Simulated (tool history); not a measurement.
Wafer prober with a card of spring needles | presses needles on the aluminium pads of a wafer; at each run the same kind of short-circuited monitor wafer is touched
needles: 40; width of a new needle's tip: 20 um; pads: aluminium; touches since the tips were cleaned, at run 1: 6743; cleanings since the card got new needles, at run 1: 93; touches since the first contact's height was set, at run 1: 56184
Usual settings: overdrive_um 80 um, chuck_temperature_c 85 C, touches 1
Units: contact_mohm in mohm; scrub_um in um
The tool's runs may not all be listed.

run,hour,overdrive_um,chuck_temperature_c,touches,touches since the tips were cleaned,cleanings since the card got new needles,touches since the first contact's height was set,contact_mohm,scrub_um
1,0.0,80,85,1,6743,93,56184,272,12.19
# hour 4.6: tips cleaned on abrasive film
# hour 36.7: tips cleaned on abrasive film
# hour 69.2: tips cleaned on abrasive film
2,78.8,80,85,1,2687,96,78228,262,12.13
# hour 103.0: tips cleaned on abrasive film
# hour 131.7: tips cleaned on abrasive film
3,131.7,80,85,1,0,98,93009,251,12.08
# hour 161.5: tips cleaned on abrasive film
# hour 189.9: tips cleaned on abrasive film
# hour 222.0: tips cleaned on abrasive film
4,222.0,80,85,1,0,101,118294,248,12.09
# hour 254.1: tips cleaned on abrasive film
# hour 260.5: height of the first contact set anew
5,275.1,80,85,1,5818,102,4103,275,12.22
# hour 288.1: tips cleaned on abrasive film
# hour 315.7: tips cleaned on abrasive film
# hour 343.5: tips cleaned on abrasive film
6,365.8,80,85,1,6265,105,29492,279,12.20
# hour 371.6: tips cleaned on abrasive film
# hour 401.9: tips cleaned on abrasive film
# hour 430.0: tips cleaned on abrasive film
# hour 457.4: tips cleaned on abrasive film
7,457.4,80,105,1,0,109,55075,253,12.14
# hour 486.6: tips cleaned on abrasive film
8,501.6,80,85,1,4228,110,67477,268,12.14
# hour 514.2: tips cleaned on abrasive film
# hour 541.8: tips cleaned on abrasive film
9,554.3,80,85,1,3515,112,82216,264,12.10
# hour 574.1: tips cleaned on abrasive film
# hour 603.6: tips cleaned on abrasive film
10,611.5,80,85,1,2217,114,98210,261,12.08
# hour 631.9: tips cleaned on abrasive film
# hour 660.7: tips cleaned on abrasive film
11,660.7,80,85,1,0,116,111965,247,12.06
# hour 692.4: tips cleaned on abrasive film
# hour 723.2: tips cleaned on abrasive film
# hour 723.5: height of the first contact set anew
12,746.1,80,85,1,6344,118,6344,276,12.22
# hour 753.0: tips cleaned on abrasive film
# hour 784.5: tips cleaned on abrasive film
# hour 815.2: tips cleaned on abrasive film
13,831.8,90,108,1,4678,121,30323,273,13.72
# hour 846.3: tips cleaned on abrasive film
# hour 880.0: tips cleaned on abrasive film
14,880.0,72,70,1,10,123,43799,247,10.96
# hour 910.7: tips cleaned on abrasive film
# hour 938.6: tips cleaned on abrasive film
# hour 969.2: tips cleaned on abrasive film
15,970.5,72,70,1,339,126,69102,250,10.91
# hour 1001.1: tips cleaned on abrasive film
16,1028.1,61,85,2,7556,127,85246,287,9.24
# hour 1034.7: tips cleaned on abrasive film
# hour 1065.4: tips cleaned on abrasive film
# hour 1095.5: tips cleaned on abrasive film
17,1099.0,96,69,2,998,130,105092,248,14.53
# hour 1125.8: tips cleaned on abrasive film
# hour 1155.5: tips cleaned on abrasive film
# hour 1181.8: height of the first contact set anew
18,1181.8,96,69,2,7296,132,0,257,14.69
# hour 1185.9: tips cleaned on abrasive film
# hour 1219.0: tips cleaned on abrasive film
# hour 1248.4: tips cleaned on abrasive film
19,1257.3,68,69,1,2498,135,21131,270,10.35
# hour 1282.3: tips cleaned on abrasive film
# hour 1313.6: tips cleaned on abrasive film
20,1314.8,68,69,1,339,137,37201,252,10.34
# hour 1345.3: tips cleaned on abrasive film
# hour 1375.9: tips cleaned on abrasive film
# hour 1405.9: tips cleaned on abrasive film
21,1405.9,68,69,1,0,140,62719,253,10.30
# hour 1434.0: tips cleaned on abrasive film
# hour 1465.4: tips cleaned on abrasive film
22,1480.3,80,85,2,4173,142,83536,265,12.13
# hour 1493.9: tips cleaned on abrasive film
# hour 1526.6: tips cleaned on abrasive film
# hour 1554.6: tips cleaned on abrasive film
23,1569.0,96,53,1,4040,145,108368,257,14.53
# hour 1584.7: tips cleaned on abrasive film
# hour 1618.6: tips cleaned on abrasive film
# hour 1642.6: height of the first contact set anew
# hour 1649.3: tips cleaned on abrasive film
24,1661.4,80,114,1,3402,148,5250,274,12.21

Hidden state or all else? Some run-to-run changes of contact_mohm, split into what the settings, what came in and random variation would give without the hidden state, and what is left for the hidden state (with any gauge scatter that isn't in both results):
The hidden state here: debris on the tips, nm; way that the needles fall short of the set height, um; tips' diameter, um; drift of the gauge itself on contact_mohm, %; drift of the gauge itself on scrub_um, %.
Run 11 -> 12: tips cleaned on abrasive film, tips cleaned on abrasive film, height of the first contact set anew. contact_mohm +29 mohm: hidden state +27, all else +2.
Run 15 -> 16: overdrive_um 72 -> 61, chuck_temperature_c 70 -> 85, touches 1 -> 2, tips cleaned on abrasive film. contact_mohm +37 mohm: hidden state +27, all else +10.
Run 16 -> 17: overdrive_um 61 -> 96, chuck_temperature_c 85 -> 69, tips cleaned on abrasive film, tips cleaned on abrasive film, tips cleaned on abrasive film. contact_mohm -39 mohm: hidden state -31, all else -8.
